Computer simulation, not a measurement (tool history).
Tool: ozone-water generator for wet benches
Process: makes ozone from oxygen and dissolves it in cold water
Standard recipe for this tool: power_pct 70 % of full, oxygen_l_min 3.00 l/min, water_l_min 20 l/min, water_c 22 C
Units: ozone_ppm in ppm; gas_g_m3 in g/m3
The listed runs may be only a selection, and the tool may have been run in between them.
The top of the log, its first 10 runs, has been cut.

run 11 hour=564.4 | power_pct=70 oxygen_l_min=3.00 water_l_min=29 water_c=22 | ozone_ppm=8.5 gas_g_m3=231.7
run 12 hour=622.8 | power_pct=70 oxygen_l_min=3.00 water_l_min=29 water_c=22 | ozone_ppm=8.3 gas_g_m3=232.1
run 13 hour=659.0 | power_pct=70 oxygen_l_min=3.00 water_l_min=29 water_c=15 | ozone_ppm=8.9 gas_g_m3=231.4
run 14 hour=706.7 | power_pct=70 oxygen_l_min=3.00 water_l_min=18 water_c=22 | ozone_ppm=14.0 gas_g_m3=234.5
run 15 hour=754.4 | power_pct=70 oxygen_l_min=3.00 water_l_min=18 water_c=22 | ozone_ppm=14.3 gas_g_m3=232.9
run 16 hour=810.3 | power_pct=70 oxygen_l_min=3.00 water_l_min=18 water_c=22 | ozone_ppm=13.9 gas_g_m3=233.2
run 17 hour=843.8 | power_pct=79 oxygen_l_min=3.00 water_l_min=20 water_c=22 | ozone_ppm=14.2 gas_g_m3=256.6
run 18 hour=906.2 | power_pct=79 oxygen_l_min=3.00 water_l_min=20 water_c=22 | ozone_ppm=13.9 gas_g_m3=253.4
run 19 hour=938.0 | power_pct=96 oxygen_l_min=2.94 water_l_min=22 water_c=24 | ozone_ppm=14.4 gas_g_m3=296.2
run 20 hour=1009.1 | power_pct=56 oxygen_l_min=1.88 water_l_min=22 water_c=24 | ozone_ppm=7.9 gas_g_m3=228.7
run 21 hour=1084.3 | power_pct=56 oxygen_l_min=1.88 water_l_min=22 water_c=24 | ozone_ppm=8.0 gas_g_m3=227.3
run 22 hour=1141.3 | power_pct=43 oxygen_l_min=4.25 water_l_min=13 water_c=30 | ozone_ppm=12.2 gas_g_m3=145.5
run 23 hour=1217.0 | power_pct=43 oxygen_l_min=4.25 water_l_min=13 water_c=30 | ozone_ppm=12.5 gas_g_m3=147.7
run 24 hour=1285.6 | power_pct=82 oxygen_l_min=4.36 water_l_min=23 water_c=30 | ozone_ppm=12.4 gas_g_m3=234.3
run 25 hour=1325.6 | power_pct=70 oxygen_l_min=4.29 water_l_min=18 water_c=22 | ozone_ppm=15.8 gas_g_m3=209.1
run 26 hour=1397.8 | power_pct=47 oxygen_l_min=2.86 water_l_min=22 water_c=22 | ozone_ppm=8.5 gas_g_m3=176.0
run 27 hour=1448.3 | power_pct=97 oxygen_l_min=2.86 water_l_min=22 water_c=18 | ozone_ppm=15.0 gas_g_m3=305.5
-- hour=1476.6 water thermometer calibrated
run 28 hour=1502.4 | power_pct=70 oxygen_l_min=2.63 water_l_min=20 water_c=22 | ozone_ppm=11.9 gas_g_m3=244.1
run 29 hour=1569.9 | power_pct=43 oxygen_l_min=1.83 water_l_min=29 water_c=30 | ozone_ppm=4.3 gas_g_m3=189.6
run 30 hour=1630.0 | power_pct=80 oxygen_l_min=4.25 water_l_min=20 water_c=22 | ozone_ppm=15.7 gas_g_m3=233.6
run 31 hour=1674.4 | power_pct=65 oxygen_l_min=5.13 water_l_min=30 water_c=14 | ozone_ppm=10.2 gas_g_m3=189.6
run 32 hour=1739.3 | power_pct=95 oxygen_l_min=1.58 water_l_min=30 water_c=26 | ozone_ppm=7.4 gas_g_m3=362.4

4 ways to go on from here, each from the tool as it stands after run 32. What would each give?
run A hour=1792.4 | power_pct=41 oxygen_l_min=2.75 water_l_min=20 water_c=22 | ozone_ppm=? gas_g_m3=?
run B hour=1792.4 | power_pct=70 oxygen_l_min=3.00 water_l_min=20 water_c=21 | ozone_ppm=? gas_g_m3=?
run C hour=1792.4 | power_pct=81 oxygen_l_min=3.00 water_l_min=20 water_c=27 | ozone_ppm=? gas_g_m3=?
run D hour=1792.4 | power_pct=81 oxygen_l_min=1.58 water_l_min=30 water_c=20 | ozone_ppm=? gas_g_m3=?

run=A ozone_ppm=8.2 gas_g_m3=161.6
run=B ozone_ppm=13.0 gas_g_m3=233.8
run=C ozone_ppm=13.5 gas_g_m3=262.0
run=D ozone_ppm=6.7 gas_g_m3=320.4
Had the tool no hidden state, the same runs would have come out as:
run=A ozone_ppm=8.2 gas_g_m3=158.0
run=B ozone_ppm=13.1 gas_g_m3=228.7
run=C ozone_ppm=13.5 gas_g_m3=256.3
run=D ozone_ppm=6.8 gas_g_m3=313.5

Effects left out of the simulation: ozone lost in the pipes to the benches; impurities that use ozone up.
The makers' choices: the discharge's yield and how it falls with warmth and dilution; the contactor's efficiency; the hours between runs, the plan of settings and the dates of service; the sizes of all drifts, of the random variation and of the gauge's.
